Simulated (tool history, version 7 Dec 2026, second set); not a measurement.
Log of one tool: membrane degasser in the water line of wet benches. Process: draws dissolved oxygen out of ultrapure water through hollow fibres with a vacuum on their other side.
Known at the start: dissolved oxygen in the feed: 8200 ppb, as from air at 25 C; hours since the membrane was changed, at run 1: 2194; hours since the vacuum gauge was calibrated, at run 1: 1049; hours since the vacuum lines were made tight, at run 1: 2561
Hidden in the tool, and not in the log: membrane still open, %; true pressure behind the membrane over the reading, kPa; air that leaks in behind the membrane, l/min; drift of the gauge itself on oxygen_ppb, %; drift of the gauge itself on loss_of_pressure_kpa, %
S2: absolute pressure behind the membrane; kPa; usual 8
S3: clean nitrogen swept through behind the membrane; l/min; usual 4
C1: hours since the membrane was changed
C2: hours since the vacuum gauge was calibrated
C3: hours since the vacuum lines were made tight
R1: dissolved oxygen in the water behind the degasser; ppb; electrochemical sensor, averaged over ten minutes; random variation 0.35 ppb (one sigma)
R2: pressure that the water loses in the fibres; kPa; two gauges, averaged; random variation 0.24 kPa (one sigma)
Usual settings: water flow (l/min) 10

Run 1, hour 0: usual settings; C1 2194; C2 1049; C3 2561. Result: R1 34.5 ppb, R2 63.62 kPa.
Run 2, hour 66.6: usual settings; C1 2260; C2 1116; C3 2628. Result: R1 35.3 ppb, R2 64.44 kPa.
Run 3, hour 96: usual settings; C1 2290; C2 1145; C3 2657. Result: R1 35.2 ppb, R2 64.05 kPa.
Run 4, hour 131.5: usual settings; C1 2325; C2 1180; C3 2693. Result: R1 35.4 ppb, R2 63.9 kPa.
Run 5, hour 187.5: usual settings; C1 2381; C2 1236; C3 2749. Result: R1 35.5 ppb, R2 64.24 kPa.
Run 6, hour 225: usual settings; C1 2419; C2 1274; C3 2786. Result: R1 34.7 ppb, R2 63.8 kPa.
Run 7, hour 281: usual settings; C1 2475; C2 1330; C3 2842. Result: R1 34.9 ppb, R2 63.95 kPa.
Run 8, hour 326.3: usual settings; C1 2520; C2 1375; C3 2888. Result: R1 35.2 ppb, R2 64.13 kPa.
Run 9, hour 363.8: usual settings; C1 2557; C2 1413; C3 2925. Result: R1 35.1 ppb, R2 64.25 kPa.
Run 10, hour 425.1: usual settings but S3 7.25 l/min; C1 2619; C2 1474; C3 2986. Result: R1 21.4 ppb, R2 64.2 kPa.
Run 11, hour 466: usual settings; C1 2660; C2 1515; C3 3027. Result: R1 35.2 ppb, R2 64.07 kPa.
Run 12, hour 511.3: usual settings; C1 2705; C2 1560; C3 3072. Result: R1 34.6 ppb, R2 63.96 kPa.
Run 13, hour 561.2: usual settings but S3 2.83 l/min; C1 2755; C2 1610; C3 3122. Result: R1 47.6 ppb, R2 64.59 kPa.
Run 14, hour 601.8: usual settings but water flow (l/min) 8; C1 2795; C2 1651; C3 3163. Result: R1 27.4 ppb, R2 51.21 kPa.
Run 15, hour 631.1: usual settings but water flow (l/min) 8; C1 2825; C2 1680; C3 3192. Result: R1 27.3 ppb, R2 51.17 kPa.
Run 16, hour 685.7: usual settings but water flow (l/min) 8; C1 2879; C2 1735; C3 3247. Result: R1 27.7 ppb, R2 50.91 kPa.
Run 17, hour 732.7: usual settings but water flow (l/min) 8, S2 5.92 kPa, S3 4.49 l/min; C1 2926; C2 1782; C3 3294. Result: R1 14.8 ppb, R2 51.39 kPa.
Run 18, hour 777.8: usual settings but water flow (l/min) 13, S2 5.92 kPa, S3 3.92 l/min; C1 2971; C2 1827; C3 3339. Result: R1 31.6 ppb, R2 83.71 kPa.
Run 19, hour 812.5: usual settings but water flow (l/min) 9, S2 8.18 kPa, S3 3.92 l/min; C1 3006; C2 1861; C3 3374. Result: R1 33.8 ppb, R2 57.99 kPa.
Run 20, hour 871.9: usual settings but water flow (l/min) 12, S2 19.45 kPa, S3 2.29 l/min; C1 3065; C2 1921; C3 3433. Result: R1 214.4 ppb, R2 77.18 kPa.
At hour 877.6: vacuum gauge calibrated.
Run 21, hour 906.7: usual settings but water flow (l/min) 12, S2 10 kPa, S3 4.48 l/min; C1 3100; C2 29; C3 3467. Result: R1 53.8 ppb, R2 77.05 kPa.
Run 22, hour 954.3: usual settings but water flow (l/min) 8, S2 15.82 kPa, S3 3.46 l/min; C1 3147; C2 77; C3 3515. Result: R1 77.4 ppb, R2 51.24 kPa.
Run 23, hour 1002.6: usual settings but water flow (l/min) 6, S2 7.37 kPa, S3 6.03 l/min; C1 3196; C2 125; C3 3563. Result: R1 11.8 ppb, R2 38.41 kPa.
Run 24, hour 1058.4: usual settings but water flow (l/min) 11, S2 5.16 kPa, S3 1.94 l/min; C1 3252; C2 181; C3 3619. Result: R1 36.2 ppb, R2 71.28 kPa.
Run 25, hour 1105.7: usual settings but water flow (l/min) 11, S2 5.16 kPa, S3 1.94 l/min; C1 3299; C2 228; C3 3666. Result: R1 35.4 ppb, R2 70.48 kPa.
Run 26, hour 1140.3: usual settings but water flow (l/min) 11, S2 5.16 kPa, S3 1.94 l/min; C1 3333; C2 263; C3 3701. Result: R1 35.6 ppb, R2 71.19 kPa.
At hour 1183.8: vacuum gauge calibrated, once more.
Run 27, hour 1196: usual settings but S2 5.23 kPa; C1 3389; C2 12; C3 3756. Result: R1 17.5 ppb, R2 64.67 kPa.
Run 28, hour 1259.1: usual settings but water flow (l/min) 15, S2 5.23 kPa, S3 8.19 l/min; C1 3452; C2 75; C3 3819. Result: R1 21.7 ppb, R2 96.51 kPa.
Run 29, hour 1323.3: usual settings but S2 6.55 kPa, S3 2.94 l/min; C1 3516; C2 140; C3 3884. Result: R1 33.7 ppb, R2 64.62 kPa.
Run 30, hour 1357.8: usual settings but S2 6.55 kPa, S3 5.01 l/min; C1 3550; C2 174; C3 3918. Result: R1 21.8 ppb, R2 64.47 kPa.
Run 31, hour 1395.7: usual settings but water flow (l/min) 7, S2 8.54 kPa, S3 1.63 l/min; C1 3588; C2 212; C3 3956. Result: R1 61.2 ppb, R2 45.45 kPa.
Run 32, hour 1453.3: usual settings but water flow (l/min) 14, S2 7.06 kPa, S3 1.82 l/min; C1 3646; C2 270; C3 4014. Result: R1 83.8 ppb, R2 90.09 kPa.

How the hidden state differs across the entries between the runs, from the last listed run before each to the first after it:
Between runs 20 and 21: vacuum gauge calibrated (hour 877.6)
  true pressure behind the membrane over the reading, kPa: 0.15 -> 0.18; air that leaks in behind the membrane, l/min: 0.009 -> 0.0091
  measured less the result without the state, R1: +5.9 -> +2.8 ppb; R2: +1.13 -> +1.15 kPa
Between runs 26 and 27: vacuum gauge calibrated, once more (hour 1183.8)
  true pressure behind the membrane over the reading, kPa: 0.19 -> 0.07
  measured less the result without the state, R1: +3.7 -> +1.2 ppb; R2: +1.14 -> +1.05 kPa

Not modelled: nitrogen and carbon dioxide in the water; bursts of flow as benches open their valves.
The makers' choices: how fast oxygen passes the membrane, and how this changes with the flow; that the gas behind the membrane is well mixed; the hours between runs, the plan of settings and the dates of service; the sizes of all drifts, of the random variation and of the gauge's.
